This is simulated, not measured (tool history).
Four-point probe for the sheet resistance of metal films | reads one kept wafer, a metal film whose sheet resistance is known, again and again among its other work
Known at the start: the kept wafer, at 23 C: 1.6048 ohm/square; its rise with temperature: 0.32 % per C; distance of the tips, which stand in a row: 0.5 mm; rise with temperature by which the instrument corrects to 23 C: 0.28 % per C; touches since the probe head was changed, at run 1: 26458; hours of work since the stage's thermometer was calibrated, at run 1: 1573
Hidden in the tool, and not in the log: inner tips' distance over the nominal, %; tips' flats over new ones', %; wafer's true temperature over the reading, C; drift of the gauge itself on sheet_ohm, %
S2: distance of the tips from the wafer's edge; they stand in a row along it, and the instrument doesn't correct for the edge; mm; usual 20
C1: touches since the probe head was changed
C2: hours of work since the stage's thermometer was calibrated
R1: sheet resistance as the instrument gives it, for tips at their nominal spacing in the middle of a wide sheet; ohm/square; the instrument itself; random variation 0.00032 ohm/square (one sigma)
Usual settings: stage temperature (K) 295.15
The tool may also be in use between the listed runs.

Run 1, hour 0.0: usual settings; C1 26458; C2 1573. Result: R1 1.599104 ohm/square.
Run 2, hour 23.6: usual settings; C1 26788; C2 1585. Result: R1 1.599135 ohm/square.
Run 3, hour 62.1: usual settings; C1 27329; C2 1604. Result: R1 1.598729 ohm/square.
Run 4, hour 93.8: usual settings; C1 27774; C2 1620. Result: R1 1.598688 ohm/square.
Run 5, hour 129.7: usual settings but stage temperature (K) 291.15; C1 28276; C2 1638. Result: R1 1.596902 ohm/square.
Run 6, hour 169.7: usual settings but stage temperature (K) 291.15; C1 28837; C2 1659. Result: R1 1.596359 ohm/square.
Run 7, hour 204.5: usual settings but stage temperature (K) 291.15; C1 29325; C2 1676. Result: R1 1.596088 ohm/square.
Run 8, hour 241.9: usual settings; C1 29850; C2 1695. Result: R1 1.598408 ohm/square.
Run 9, hour 291.0: usual settings but stage temperature (K) 292.15; C1 30538; C2 1720. Result: R1 1.596867 ohm/square.
Run 10, hour 316.5: usual settings but stage temperature (K) 292.15; C1 30895; C2 1733. Result: R1 1.596599 ohm/square.
Run 11, hour 353.7: usual settings but stage temperature (K) 292.15; C1 31417; C2 1752. Result: R1 1.597234 ohm/square.
Run 12, hour 381.0: usual settings but stage temperature (K) 292.15; C1 31800; C2 1765. Result: R1 1.596268 ohm/square.
Run 13, hour 425.9: usual settings but stage temperature (K) 292.15; C1 32430; C2 1788. Result: R1 1.595624 ohm/square.
Run 14, hour 471.8: usual settings but stage temperature (K) 292.15; C1 33073; C2 1811. Result: R1 1.595811 ohm/square.
At hour 490.4: stage's thermometer calibrated.
Run 15, hour 521.2: usual settings but S2 6 mm; C1 33760; C2 16. Result: R1 1.604448 ohm/square.
Run 16, hour 564.1: usual settings but stage temperature (K) 302.15; C1 34360; C2 37. Result: R1 1.603379 ohm/square.
Run 17, hour 601.0: usual settings but stage temperature (K) 300.15; C1 34879; C2 56. Result: R1 1.601691 ohm/square.
Run 18, hour 647.7: usual settings but stage temperature (K) 300.15; C1 35533; C2 79. Result: R1 1.601664 ohm/square.
Run 19, hour 692.7: usual settings but stage temperature (K) 297.15; C1 36165; C2 102. Result: R1 1.599859 ohm/square.
Run 20, hour 719.9: usual settings but stage temperature (K) 297.15; C1 36546; C2 116. Result: R1 1.599520 ohm/square.
At hour 747.5: stage's thermometer calibrated, once more.
Run 21, hour 762.8: usual settings but stage temperature (K) 297.15; C1 37140; C2 8. Result: R1 1.595768 ohm/square.
Run 22, hour 813.6: usual settings but stage temperature (K) 292.15, S2 32 mm; C1 37852; C2 33. Result: R1 1.592397 ohm/square.
Run 23, hour 864.0: usual settings but stage temperature (K) 292.15, S2 32 mm; C1 38559; C2 59. Result: R1 1.591996 ohm/square.
Run 24, hour 888.4: usual settings but stage temperature (K) 292.15, S2 32 mm; C1 38902; C2 71. Result: R1 1.592145 ohm/square.
Run 25, hour 938.9: usual settings but stage temperature (K) 307.15, S2 5 mm; C1 39609; C2 97. Result: R1 1.609418 ohm/square.
Run 26, hour 963.1: usual settings but S2 15 mm; C1 39948; C2 109. Result: R1 1.594649 ohm/square.
Run 27, hour 1010.0: usual settings but stage temperature (K) 292.15, S2 32 mm; C1 40606; C2 133. Result: R1 1.592019 ohm/square.

Run 28 comes next. What will it give?
Run 28, hour 1050.4: usual settings but stage temperature (K) 292.15, S2 4 mm; C1 41173; C2 153. Result: R1 ?.

R1: 1.605161 ohm/square
Without the tool's hidden state the same run would have given R1 1.615805 ohm/square.

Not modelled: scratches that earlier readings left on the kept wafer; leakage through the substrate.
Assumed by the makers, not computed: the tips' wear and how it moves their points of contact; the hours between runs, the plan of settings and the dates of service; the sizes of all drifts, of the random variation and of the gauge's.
